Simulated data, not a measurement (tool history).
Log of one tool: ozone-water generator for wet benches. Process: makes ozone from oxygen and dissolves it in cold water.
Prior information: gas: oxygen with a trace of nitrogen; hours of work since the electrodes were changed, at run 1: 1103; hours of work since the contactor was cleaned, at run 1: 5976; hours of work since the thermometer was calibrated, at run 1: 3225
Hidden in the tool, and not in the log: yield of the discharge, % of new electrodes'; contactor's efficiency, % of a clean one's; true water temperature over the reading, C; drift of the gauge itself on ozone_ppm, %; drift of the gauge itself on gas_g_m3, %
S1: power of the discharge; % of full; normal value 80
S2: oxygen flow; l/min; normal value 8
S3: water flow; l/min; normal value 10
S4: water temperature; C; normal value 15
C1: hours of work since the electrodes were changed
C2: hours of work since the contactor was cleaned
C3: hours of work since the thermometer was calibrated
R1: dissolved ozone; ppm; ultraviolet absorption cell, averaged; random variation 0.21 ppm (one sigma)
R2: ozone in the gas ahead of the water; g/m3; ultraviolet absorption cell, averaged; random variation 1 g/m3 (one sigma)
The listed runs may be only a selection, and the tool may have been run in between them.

Run 1, hour 0: usual settings; C1 1103; C2 5976; C3 3225. Result: R1 31.3 ppm, R2 173 g/m3.
Run 2, hour 38.3: usual settings; C1 1141; C2 6014; C3 3263. Result: R1 31 ppm, R2 176.8 g/m3.
Run 3, hour 78.3: usual settings; C1 1181; C2 6054; C3 3302. Result: R1 31.4 ppm, R2 178.5 g/m3.
Run 4, hour 100.8: usual settings; C1 1203; C2 6076; C3 3325. Result: R1 31.1 ppm, R2 176.8 g/m3.
Run 5, hour 139.5: usual settings; C1 1242; C2 6115; C3 3363. Result: R1 30.8 ppm, R2 175.1 g/m3.
Run 6, hour 156.9: usual settings; C1 1259; C2 6132; C3 3380. Result: R1 31.1 ppm, R2 178 g/m3.
Run 7, hour 175.6: usual settings but S1 48 % of full; C1 1278; C2 6150; C3 3399. Result: R1 22.8 ppm, R2 128.6 g/m3.
At hour 198.3: water thermometer calibrated.
Run 8, hour 205.4: usual settings but S1 40 % of full, S2 9.25 l/min, S3 12 l/min; C1 1307; C2 6179; C3 7. Result: R1 17.8 ppm, R2 105.8 g/m3.
Run 9, hour 242.7: usual settings but S1 77 % of full, S2 13.78 l/min, S3 12 l/min; C1 1344; C2 6217; C3 44. Result: R1 23.8 ppm, R2 126.5 g/m3.
Run 10, hour 272.7: usual settings but S2 9.33 l/min; C1 1374; C2 6246; C3 74. Result: R1 29.7 ppm, R2 164.1 g/m3.
Run 11, hour 310: usual settings but S2 14.1 l/min, S4 12 C; C1 1411; C2 6283; C3 111. Result: R1 28 ppm, R2 129.1 g/m3.
Run 12, hour 331.5: usual settings but S1 77 % of full, S2 6.39 l/min, S4 12 C; C1 1432; C2 6305; C3 132. Result: R1 34.8 ppm, R2 201.7 g/m3.

Predict the results of run 13:
Run 13, hour 349.6: usual settings but S1 56 % of full, S2 9.95 l/min, S4 18 C; C1 1450; C2 6323; C3 150. Result: R1 ?, R2 ?.

Run 13 measured R1 21.7 ppm, R2 126.3 g/m3.
Take away the tool's hidden state, keep the run-to-run variation as it was, and the same run would have given R1 21.8 ppm, R2 122.9 g/m3.

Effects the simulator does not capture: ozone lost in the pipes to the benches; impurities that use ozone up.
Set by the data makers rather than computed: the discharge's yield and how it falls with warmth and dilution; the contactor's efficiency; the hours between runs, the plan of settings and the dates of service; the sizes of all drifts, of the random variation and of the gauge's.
